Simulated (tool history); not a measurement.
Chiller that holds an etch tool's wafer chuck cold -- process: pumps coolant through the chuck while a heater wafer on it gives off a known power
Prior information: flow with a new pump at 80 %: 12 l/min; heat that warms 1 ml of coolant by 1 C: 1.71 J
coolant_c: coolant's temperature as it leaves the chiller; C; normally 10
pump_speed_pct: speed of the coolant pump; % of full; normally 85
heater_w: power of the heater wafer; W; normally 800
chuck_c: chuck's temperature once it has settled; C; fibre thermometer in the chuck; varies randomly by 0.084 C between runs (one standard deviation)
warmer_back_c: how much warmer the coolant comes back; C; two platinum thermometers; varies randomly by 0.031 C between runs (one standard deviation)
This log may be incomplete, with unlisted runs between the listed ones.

run	hour	coolant_c	pump_speed_pct	heater_w	chuck_c	warmer_back_c
1	0.0	10	85	800	16.06	2.37
2	74.0	10	85	800	16.04	2.39
3	170.1	10	85	800	16.18	2.38
4	216.1	10	85	800	15.97	2.40
5	273.8	10	85	800	16.01	2.41
6	333.0	10	85	800	15.95	2.38
7	427.0	10	85	800	16.02	2.45
8	524.0	10	86	477	13.63	1.47
9	602.2	10	86	477	13.49	1.45
10	672.1	10	83	658	15.15	2.01
11	763.3	10	83	658	15.16	1.99
12	829.6	7	65	727	13.98	2.90
13	908.7	3	65	727	9.82	2.85
14	983.8	7	77	711	12.92	2.40

The same runs without the tool's hidden state, with the same run-to-run variation:
The hidden state here: heat passed by the chuck's channels, % of clean ones'; flow at a given pump speed, % of a new pump's; coolant's true temperature over the reading, C; drift of the gauge itself on chuck_c, C; drift of the gauge itself on warmer_back_c, C.
run	chuck_c	warmer_back_c
1	15.54	2.20
2	15.52	2.22
3	15.65	2.20
4	15.43	2.22
5	15.48	2.23
6	15.40	2.19
7	15.47	2.26
8	13.29	1.35
9	13.15	1.33
10	14.67	1.84
11	14.68	1.82
12	13.32	2.65
13	9.15	2.60
14	12.35	2.19
